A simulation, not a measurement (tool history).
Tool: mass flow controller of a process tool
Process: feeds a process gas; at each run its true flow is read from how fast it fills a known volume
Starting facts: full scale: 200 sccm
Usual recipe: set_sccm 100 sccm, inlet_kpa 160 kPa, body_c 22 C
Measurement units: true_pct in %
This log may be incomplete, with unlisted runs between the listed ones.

| run | hour | set_sccm | inlet_kpa | body_c | true_pct |
|---|---|---|---|---|---|
| 1 | 0.0 | 100 | 160 | 22 | 97.39 |
| 2 | 89.4 | 100 | 160 | 22 | 97.23 |
| 3 | 235.0 | 100 | 160 | 22 | 97.43 |
| 4 | 408.5 | 100 | 160 | 35 | 96.57 |
| 5 | 520.3 | 100 | 160 | 35 | 96.68 |
| 6 | 709.8 | 100 | 160 | 35 | 96.54 |
| 7 | 893.0 | 100 | 160 | 22 | 97.24 |
| 8 | 1050.8 | 100 | 160 | 22 | 97.10 |
| 9 | 1208.8 | 100 | 165 | 22 | 97.04 |
| 10 | 1390.4 | 100 | 160 | 22 | 97.10 |
| 11 | 1571.6 | 100 | 160 | 22 | 96.85 |
| 12 | 1708.7 | 100 | 162 | 22 | 96.88 |
| 13 | 1829.9 | 100 | 162 | 22 | 96.94 |
| 14 | 1909.2 | 100 | 162 | 22 | 96.85 |
| 15 | 2023.8 | 100 | 162 | 22 | 96.76 |
| 16 | 2207.4 | 100 | 162 | 22 | 96.92 |
| 17 | 2333.6 | 100 | 160 | 22 | 96.90 |
| 18 | 2476.3 | 100 | 160 | 22 | 96.69 |
| 19 | 2608.8 | 100 | 160 | 22 | 96.73 |
| 20 | 2757.1 | 100 | 160 | 22 | 96.67 |
| 21 | 2856.0 | 100 | 253 | 22 | 96.43 |
| 22 | 2993.8 | 100 | 187 | 22 | 96.59 |
| 23 | 3179.6 | 141 | 187 | 22 | 97.10 |
| 24 | 3309.9 | 141 | 187 | 22 | 96.96 |
| 25 | 3484.5 | 42 | 219 | 22 | 94.98 |
| 26 | 3634.6 | 100 | 149 | 22 | 96.51 |
| 27 | 3811.8 | 100 | 149 | 22 | 96.42 |
| 28 | 3906.1 | 100 | 194 | 22 | 96.24 |
| 29 | 4045.6 | 100 | 202 | 32 | 95.58 |
| 30 | 4179.8 | 62 | 170 | 24 | 95.41 |
| 31 | 4299.0 | 153 | 212 | 22 | 97.06 |
| 32 | 4416.9 | 70 | 176 | 27 | 95.35 |
| 33 | 4504.6 | 133 | 153 | 38 | 95.89 |
| 34 | 4598.8 | 75 | 141 | 22 | 95.63 |
| 35 | 4691.1 | 37 | 141 | 37 | 93.56 |
| 36 | 4832.0 | 30 | 219 | 37 | 92.84 |
| 37 | 4915.3 | 100 | 160 | 28 | 95.74 |
| 38 | 5029.1 | 32 | 203 | 30 | 93.31 |
| 39 | 5161.7 | 31 | 203 | 22 | 93.84 |
| 40 | 5337.6 | 100 | 199 | 21 | 95.93 |
| 41 | 5500.2 | 26 | 238 | 24 | 92.91 |
| 42 | 5577.0 | 26 | 238 | 24 | 92.92 |
| 43 | 5736.2 | 175 | 260 | 27 | 96.48 |
| 44 | 5887.7 | 175 | 260 | 27 | 96.51 |
| 45 | 5987.5 | 100 | 211 | 20 | 95.77 |
| 46 | 6093.5 | 100 | 211 | 20 | 95.61 |
| 47 | 6175.0 | 100 | 199 | 20 | 95.65 |

Below are 3 alternative next runs, each starting from the tool's condition after run 47. Predict each:
| A | 6350.4 | 177 | 152 | 28 | ? |
| B | 6350.4 | 123 | 162 | 34 | ? |
| C | 6350.4 | 100 | 160 | 29 | ? |

| run | true_pct |
|---|---|
| A | 96.57 |
| B | 95.37 |
| C | 95.15 |
With no hidden state in the tool, these same runs would have given:
| run | true_pct |
|---|---|
| A | 99.61 |
| B | 98.58 |
| C | 98.48 |

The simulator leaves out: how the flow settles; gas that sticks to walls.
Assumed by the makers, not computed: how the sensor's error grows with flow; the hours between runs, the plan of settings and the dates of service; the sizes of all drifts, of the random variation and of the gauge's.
